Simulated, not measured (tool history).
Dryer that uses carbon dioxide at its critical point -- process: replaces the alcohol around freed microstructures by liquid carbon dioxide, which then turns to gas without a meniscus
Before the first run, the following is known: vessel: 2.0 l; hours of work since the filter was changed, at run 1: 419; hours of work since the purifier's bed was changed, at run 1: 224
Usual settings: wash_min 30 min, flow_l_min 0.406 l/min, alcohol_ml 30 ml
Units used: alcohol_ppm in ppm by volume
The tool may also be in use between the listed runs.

run	hour	wash_min	flow_l_min	alcohol_ml	hours of work since the filter was changed	hours of work since the purifier's bed was changed	alcohol_ppm
1	0.0	30	0.406	30	419	224	164
2	10.0	30	0.406	30	426	230	174
3	22.7	30	0.406	30	434	238	176
4	35.2	19	0.406	30	442	246	879
5	42.8	19	0.406	30	447	251	858
6	57.1	19	0.406	30	456	261	896
# hour 62.1: inlet filter changed
7	67.7	30	0.406	30	4	267	98
8	75.5	30	0.406	30	9	272	96
9	83.3	47	0.433	40	14	277	22
10	90.9	39	0.630	30	19	282	21
11	106.4	39	0.630	30	29	292	24
12	119.2	44	0.542	39	37	300	10
13	127.4	37	0.406	71	42	305	77
14	142.6	37	0.348	89	52	315	214
15	155.9	30	0.639	31	61	324	14

Consider 4 possible next runs. They are alternatives, not a sequence: every one starts from the tool as it was left by run 15. What does each give?
A	170.1	35	0.675	28	70	333	?
B	170.1	36	0.279	31	70	333	?
C	170.1	19	0.402	76	70	333	?
D	170.1	33	0.639	31	70	333	?

run	alcohol_ppm
A	17
B	249
C	1584
D	22
With no hidden state in the tool, these same runs would have given:
run	alcohol_ppm
A	6
B	217
C	1460
D	10
